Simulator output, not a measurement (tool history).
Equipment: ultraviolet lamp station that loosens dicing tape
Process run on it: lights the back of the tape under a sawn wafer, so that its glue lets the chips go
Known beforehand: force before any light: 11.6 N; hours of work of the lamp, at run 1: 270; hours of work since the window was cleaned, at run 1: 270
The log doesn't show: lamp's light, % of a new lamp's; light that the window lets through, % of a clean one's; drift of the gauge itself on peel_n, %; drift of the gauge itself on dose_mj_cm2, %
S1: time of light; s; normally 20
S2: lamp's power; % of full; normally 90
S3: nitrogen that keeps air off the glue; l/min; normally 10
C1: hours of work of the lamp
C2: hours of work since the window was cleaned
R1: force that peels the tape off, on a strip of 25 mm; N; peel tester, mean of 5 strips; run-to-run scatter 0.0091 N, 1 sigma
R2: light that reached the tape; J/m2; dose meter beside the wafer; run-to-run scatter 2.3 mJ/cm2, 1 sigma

run 1 day=0.000 | S1=20 S2=90 S3=10 | C1=270 C2=270 | R1=0.377 R2=2440
run 2 day=0.817 | S1=20 S2=90 S3=10 | C1=282 C2=282 | R1=0.386 R2=2430
run 3 day=1.304 | S1=20 S2=90 S3=10 | C1=289 C2=289 | R1=0.374 R2=2420
run 4 day=1.975 | S1=20 S2=90 S3=10 | C1=299 C2=299 | R1=0.375 R2=2430
run 5 day=2.400 | S1=20 S2=90 S3=10 | C1=305 C2=305 | R1=0.373 R2=2450
run 6 day=2.979 | S1=20 S2=90 S3=10 | C1=313 C2=313 | R1=0.371 R2=2430
run 7 day=3.754 | S1=20 S2=90 S3=10 | C1=324 C2=324 | R1=0.385 R2=2420
run 8 day=4.283 | S1=20 S2=90 S3=10 | C1=332 C2=332 | R1=0.372 R2=2450
run 9 day=4.996 | S1=33 S2=90 S3=10 | C1=342 C2=342 | R1=0.115 R2=3990
run 10 day=5.396 | S1=10 S2=63 S3=17 | C1=348 C2=348 | R1=2.678 R2=860
run 11 day=6.233 | S1=10 S2=63 S3=17 | C1=360 C2=360 | R1=2.699 R2=830
run 12 day=7.179 | S1=15 S2=64 S3=7 | C1=374 C2=374 | R1=2.037 R2=1310
run 13 day=7.838 | S1=12 S2=80 S3=18 | C1=384 C2=384 | R1=1.231 R2=1250
run 14 day=8.775 | S1=12 S2=80 S3=18 | C1=397 C2=397 | R1=1.180 R2=1330
run 15 day=9.342 | S1=20 S2=79 S3=15 | C1=406 C2=406 | R1=0.386 R2=2170

Forecast each of these 4 alternatives for the next run:
run A day=10.150 | S1=27 S2=99 S3=9 | C1=417 C2=417 | R1=? R2=?
run B day=10.150 | S1=20 S2=79 S3=5 | C1=417 C2=417 | R1=? R2=?
run C day=10.150 | S1=20 S2=63 S3=4 | C1=417 C2=417 | R1=? R2=?
run D day=10.150 | S1=21 S2=90 S3=10 | C1=417 C2=417 | R1=? R2=?

run=A R1=0.143 R2=3610
run=B R1=1.015 R2=2100
run=C R1=1.905 R2=1700
run=D R1=0.319 R2=2590
The same runs, with their run-to-run variation unchanged, on a tool lacking any hidden condition would have given:
run=A R1=0.143 R2=3610
run=B R1=1.012 R2=2100
run=C R1=1.901 R2=1700
run=D R1=0.317 R2=2590
